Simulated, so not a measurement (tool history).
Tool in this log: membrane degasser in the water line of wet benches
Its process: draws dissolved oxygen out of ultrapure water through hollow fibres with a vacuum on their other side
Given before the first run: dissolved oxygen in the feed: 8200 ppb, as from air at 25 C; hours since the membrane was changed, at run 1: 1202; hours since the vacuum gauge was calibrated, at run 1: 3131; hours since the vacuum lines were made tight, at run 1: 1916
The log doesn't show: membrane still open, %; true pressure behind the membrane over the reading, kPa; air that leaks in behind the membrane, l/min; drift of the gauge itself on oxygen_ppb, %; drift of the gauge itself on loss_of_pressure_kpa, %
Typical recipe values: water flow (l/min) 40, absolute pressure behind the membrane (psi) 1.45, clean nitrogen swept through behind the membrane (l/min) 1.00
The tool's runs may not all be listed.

run,hour,water flow (l/min),absolute pressure behind the membrane (psi),clean nitrogen swept through behind the membrane (l/min),hours since the membrane was changed,hours since the vacuum gauge was calibrated,hours since the vacuum lines were made tight,dissolved oxygen in the water behind the degasser (ppb),pressure that the water loses in the fibres (psi)
1,0.0,40,1.45,1.00,1202,3131,1916,530.2,6.347
2,50.5,40,1.45,1.00,1253,3181,1967,528.9,6.376
3,72.0,40,1.45,1.00,1274,3203,1988,530.2,6.302
4,104.8,40,1.45,1.00,1307,3236,2021,530.4,6.282
5,135.8,38,1.45,1.00,1338,3267,2052,509.0,5.990
6,180.8,38,1.45,1.00,1383,3312,2097,509.0,5.960
7,204.0,38,1.45,1.00,1406,3335,2120,512.0,6.018
8,243.5,40,1.03,1.00,1446,3374,2160,316.0,6.308
9,267.9,33,3.19,1.00,1470,3399,2184,1153.2,5.172
10,313.4,29,3.19,2.48,1515,3444,2230,493.6,4.559
11,336.2,32,3.19,2.79,1538,3467,2253,486.3,5.078
12,370.4,32,3.19,2.79,1572,3501,2287,486.3,5.073
13,418.1,40,1.46,1.00,1620,3549,2335,536.7,6.308
14,468.4,40,1.46,1.00,1670,3599,2385,540.5,6.347
15,490.8,28,1.45,1.31,1693,3622,2407,320.4,4.431

Below are 5 alternative next runs, each starting from the tool's condition after run 15. Predict each:
A,542.3,40,1.45,2.32,1744,3673,2459,?,?
B,542.3,28,3.22,1.31,1744,3673,2459,?,?
C,542.3,52,1.13,1.00,1744,3673,2459,?,?
D,542.3,40,1.45,2.10,1744,3673,2459,?,?
E,542.3,30,0.99,0.61,1744,3673,2459,?,?

run,dissolved oxygen in the water behind the degasser (ppb),pressure that the water loses in the fibres (psi)
A,268.2,6.332
B,824.0,4.408
C,458.5,8.221
D,292.5,6.337
E,342.6,4.783
With the hidden condition removed and each run's random variation left untouched, the same runs would have given:
run,dissolved oxygen in the water behind the degasser (ppb),pressure that the water loses in the fibres (psi)
A,261.4,6.282
B,814.8,4.373
C,444.1,8.155
D,285.2,6.287
E,329.0,4.746

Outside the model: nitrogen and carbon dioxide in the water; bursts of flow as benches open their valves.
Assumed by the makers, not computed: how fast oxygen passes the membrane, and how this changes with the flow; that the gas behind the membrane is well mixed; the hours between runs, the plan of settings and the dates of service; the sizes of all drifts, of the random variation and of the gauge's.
